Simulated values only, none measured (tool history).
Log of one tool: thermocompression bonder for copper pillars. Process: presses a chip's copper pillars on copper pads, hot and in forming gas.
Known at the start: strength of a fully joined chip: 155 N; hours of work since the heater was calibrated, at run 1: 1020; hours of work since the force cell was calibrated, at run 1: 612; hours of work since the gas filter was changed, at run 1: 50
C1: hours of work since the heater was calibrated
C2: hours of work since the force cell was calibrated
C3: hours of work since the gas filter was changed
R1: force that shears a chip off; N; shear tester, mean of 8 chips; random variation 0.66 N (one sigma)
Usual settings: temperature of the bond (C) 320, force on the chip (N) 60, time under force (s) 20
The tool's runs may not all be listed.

Run 1, hour 0: usual settings; C1 1020; C2 612; C3 50. Result: R1 59.5 N.
Run 2, hour 41.8: usual settings; C1 1042; C2 633; C3 72. Result: R1 59.6 N.
Run 3, hour 110.6: usual settings; C1 1078; C2 669; C3 108. Result: R1 58.1 N.
At hour 162.4: forming gas filter changed.
Run 4, hour 173.4: usual settings; C1 1110; C2 702; C3 6. Result: R1 60.9 N.
Run 5, hour 229.4: usual settings; C1 1139; C2 731; C3 35. Result: R1 61.7 N.
Run 6, hour 285.7: usual settings but time under force (s) 33; C1 1169; C2 760; C3 64. Result: R1 71.3 N.
Run 7, hour 360.2: usual settings but force on the chip (N) 65; C1 1208; C2 799; C3 103. Result: R1 61.5 N.
At hour 419: forming gas filter changed.
Run 8, hour 429.5: usual settings but force on the chip (N) 65; C1 1243; C2 835; C3 5. Result: R1 63.2 N.
Run 9, hour 523.7: usual settings but force on the chip (N) 65; C1 1293; C2 884; C3 55. Result: R1 62.3 N.
Run 10, hour 612.5: usual settings but force on the chip (N) 65; C1 1339; C2 931; C3 101. Result: R1 59.9 N.
Run 11, hour 663.4: usual settings but force on the chip (N) 41, time under force (s) 16; C1 1365; C2 957; C3 128. Result: R1 40.8 N.
At hour 679.9: forming gas filter changed.
Run 12, hour 720.4: usual settings but time under force (s) 53; C1 1395; C2 987; C3 21. Result: R1 84.5 N.
Run 13, hour 783.4: usual settings but time under force (s) 53; C1 1428; C2 1020; C3 54. Result: R1 81.7 N.
At hour 789.1: force cell calibrated.
Run 14, hour 832.7: usual settings but force on the chip (N) 48; C1 1453; C2 23; C3 79. Result: R1 50.8 N.
Run 15, hour 909.3: usual settings but temperature of the bond (C) 336, force on the chip (N) 76, time under force (s) 16; C1 1493; C2 63; C3 119. Result: R1 74.6 N.
At hour 939.6: forming gas filter changed.
Run 16, hour 959.1: usual settings but temperature of the bond (C) 304, force on the chip (N) 48, time under force (s) 17; C1 1518; C2 88; C3 10. Result: R1 37.4 N.

Forecast run 17:
Run 17, hour 999: usual settings but temperature of the bond (C) 304, force on the chip (N) 53, time under force (s) 15; C1 1539; C2 109; C3 31. Result: R1 ?.

{"run 17": {"R1": 35.9}}
Without the tool's hidden state the same run would have given R1 42.3 N.
